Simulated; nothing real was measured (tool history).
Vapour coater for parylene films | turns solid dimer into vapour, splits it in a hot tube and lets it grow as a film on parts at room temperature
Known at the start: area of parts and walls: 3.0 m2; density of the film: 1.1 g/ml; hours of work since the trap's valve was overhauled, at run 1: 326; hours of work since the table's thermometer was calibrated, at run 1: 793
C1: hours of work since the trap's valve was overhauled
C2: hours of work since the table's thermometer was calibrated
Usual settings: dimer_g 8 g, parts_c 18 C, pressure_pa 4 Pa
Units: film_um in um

{"run": 1, "hour": 0.0, "dimer_g": 8, "parts_c": 18, "pressure_pa": 4, "C1": 326, "C2": 793, "film_um": 1.67}
{"run": 2, "hour": 16.6, "dimer_g": 8, "parts_c": 19, "pressure_pa": 4, "C1": 338, "C2": 805, "film_um": 1.61}
{"run": 3, "hour": 42.0, "dimer_g": 8, "parts_c": 18, "pressure_pa": 4, "C1": 355, "C2": 822, "film_um": 1.68}
{"run": 4, "hour": 64.3, "dimer_g": 12, "parts_c": 18, "pressure_pa": 4, "C1": 371, "C2": 838, "film_um": 2.49}
{"run": 5, "hour": 89.8, "dimer_g": 12, "parts_c": 18, "pressure_pa": 4, "C1": 388, "C2": 855, "film_um": 2.49}
{"run": 6, "hour": 103.2, "dimer_g": 12, "parts_c": 18, "pressure_pa": 4, "C1": 397, "C2": 864, "film_um": 2.52}
{"run": 7, "hour": 121.3, "dimer_g": 12, "parts_c": 18, "pressure_pa": 4, "C1": 410, "C2": 877, "film_um": 2.48}
{"hour": 145.4, "done": "table's thermometer calibrated"}
{"run": 8, "hour": 147.0, "dimer_g": 12, "parts_c": 18, "pressure_pa": 4, "C1": 427, "C2": 1, "film_um": 2.51}
{"run": 9, "hour": 178.1, "dimer_g": 12, "parts_c": 18, "pressure_pa": 4, "C1": 448, "C2": 23, "film_um": 2.53}
{"run": 10, "hour": 193.1, "dimer_g": 12, "parts_c": 18, "pressure_pa": 4, "C1": 459, "C2": 33, "film_um": 2.53}
{"run": 11, "hour": 216.6, "dimer_g": 12, "parts_c": 20, "pressure_pa": 4, "C1": 475, "C2": 49, "film_um": 2.34}
{"run": 12, "hour": 229.5, "dimer_g": 12, "parts_c": 20, "pressure_pa": 4, "C1": 484, "C2": 58, "film_um": 2.38}
{"run": 13, "hour": 246.9, "dimer_g": 8, "parts_c": 17, "pressure_pa": 4, "C1": 496, "C2": 70, "film_um": 1.69}
{"run": 14, "hour": 261.1, "dimer_g": 8, "parts_c": 17, "pressure_pa": 4, "C1": 505, "C2": 80, "film_um": 1.76}
{"run": 15, "hour": 285.3, "dimer_g": 8, "parts_c": 17, "pressure_pa": 4.05, "C1": 522, "C2": 96, "film_um": 1.72}
{"run": 16, "hour": 313.0, "dimer_g": 6, "parts_c": 17, "pressure_pa": 4.05, "C1": 541, "C2": 115, "film_um": 1.29}
{"run": 17, "hour": 333.2, "dimer_g": 6, "parts_c": 17, "pressure_pa": 4.05, "C1": 555, "C2": 129, "film_um": 1.29}
{"run": 18, "hour": 359.6, "dimer_g": 6, "parts_c": 17, "pressure_pa": 4.05, "C1": 573, "C2": 147, "film_um": 1.29}
{"run": 19, "hour": 375.2, "dimer_g": 10, "parts_c": 18, "pressure_pa": 4, "C1": 584, "C2": 158, "film_um": 2.12}
{"run": 20, "hour": 396.7, "dimer_g": 10, "parts_c": 18, "pressure_pa": 4, "C1": 599, "C2": 173, "film_um": 2.04}
{"run": 21, "hour": 422.2, "dimer_g": 10, "parts_c": 18, "pressure_pa": 4, "C1": 616, "C2": 191, "film_um": 2.08}
{"run": 22, "hour": 435.4, "dimer_g": 11, "parts_c": 18, "pressure_pa": 3.12, "C1": 625, "C2": 200, "film_um": 2.43}
{"run": 23, "hour": 465.9, "dimer_g": 4, "parts_c": 17, "pressure_pa": 5.76, "C1": 646, "C2": 221, "film_um": 0.81}
{"run": 24, "hour": 491.5, "dimer_g": 4, "parts_c": 17, "pressure_pa": 5.76, "C1": 664, "C2": 238, "film_um": 0.82}
{"hour": 498.1, "done": "trap's valve overhauled"}
{"run": 25, "hour": 516.0, "dimer_g": 8, "parts_c": 18, "pressure_pa": 2.31, "C1": 12, "C2": 252, "film_um": 1.88}
{"run": 26, "hour": 544.6, "dimer_g": 8, "parts_c": 18, "pressure_pa": 2.31, "C1": 32, "C2": 272, "film_um": 1.94}
{"run": 27, "hour": 571.1, "dimer_g": 7, "parts_c": 11, "pressure_pa": 2.59, "C1": 50, "C2": 290, "film_um": 1.98}
{"run": 28, "hour": 589.6, "dimer_g": 9, "parts_c": 25, "pressure_pa": 7.81, "C1": 63, "C2": 303, "film_um": 1.3}
{"run": 29, "hour": 603.7, "dimer_g": 11, "parts_c": 13, "pressure_pa": 5.76, "C1": 73, "C2": 313, "film_um": 2.47}
{"run": 30, "hour": 622.5, "dimer_g": 14, "parts_c": 28, "pressure_pa": 4.46, "C1": 86, "C2": 326, "film_um": 2.18}
{"run": 31, "hour": 650.2, "dimer_g": 14, "parts_c": 28, "pressure_pa": 4.46, "C1": 105, "C2": 345, "film_um": 2.14}

Hidden state at the last listed run before each entry between runs and at the first one after, where it differs:
Between runs 7 and 8: table's thermometer calibrated (hour 145.4)
  true temperature of the parts over the reading, C: -0.04 -> 0
Between runs 24 and 25: trap's valve overhauled (hour 498.1)
  vapour lost through the trap's worn valve, %: 0.7 -> 0.1; true temperature of the parts over the reading, C: 0 -> -0.01

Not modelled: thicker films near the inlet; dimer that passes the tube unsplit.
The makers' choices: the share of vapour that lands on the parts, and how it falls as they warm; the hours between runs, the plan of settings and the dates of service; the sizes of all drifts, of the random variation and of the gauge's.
